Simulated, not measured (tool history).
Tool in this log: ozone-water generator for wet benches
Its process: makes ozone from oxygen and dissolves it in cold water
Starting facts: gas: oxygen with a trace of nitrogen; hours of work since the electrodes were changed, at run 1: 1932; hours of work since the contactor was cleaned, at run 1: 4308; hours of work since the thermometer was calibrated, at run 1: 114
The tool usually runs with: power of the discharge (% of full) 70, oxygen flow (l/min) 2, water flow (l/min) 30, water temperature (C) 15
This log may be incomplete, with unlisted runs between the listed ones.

| run | hour | power of the discharge (% of full) | oxygen flow (l/min) | water flow (l/min) | water temperature (C) | hours of work since the electrodes were changed | hours of work since the contactor was cleaned | hours of work since the thermometer was calibrated | dissolved ozone (ppm) | ozone in the gas ahead of the water (g/m3) |
|---|---|---|---|---|---|---|---|---|---|---|
| 1 | 0 | 70 | 2 | 30 | 15 | 1932 | 4308 | 114 | 5.6 | 165.4 |
| 2 | 100.3 | 70 | 2 | 30 | 15 | 2007 | 4382 | 188 | 5.6 | 167 |
| 3 | 208.3 | 70 | 2 | 30 | 15 | 2086 | 4462 | 268 | 5.8 | 166.5 |
| 4 | 327.1 | 70 | 2 | 30 | 15 | 2174 | 4550 | 356 | 5.7 | 164.8 |
| 5 | 470.9 | 70 | 2 | 30 | 15 | 2280 | 4656 | 462 | 5.5 | 164.2 |
| 6 | 650.3 | 70 | 2 | 30 | 15 | 2413 | 4789 | 594 | 5.7 | 164 |
| 7 | 792.2 | 40 | 2 | 22 | 21 | 2518 | 4894 | 699 | 5.1 | 117.6 |
|  | 808.8 | water thermometer calibrated |
| 8 | 902.6 | 89 | 3.24 | 22 | 15 | 2599 | 4975 | 69 | 10.2 | 152 |

Run 9 is up next; what results do you expect?
| 9 | 1029.2 | 63 | 1.65 | 30 | 11 | 2693 | 5069 | 163 | ? | ? |

{"run 9": {"dissolved ozone (ppm)": 5, "ozone in the gas ahead of the water (g/m3)": 165.6}}
Had the tool carried no hidden state, the very same run would have given dissolved ozone (ppm) 5.4, ozone in the gas ahead of the water (g/m3) 173.7.
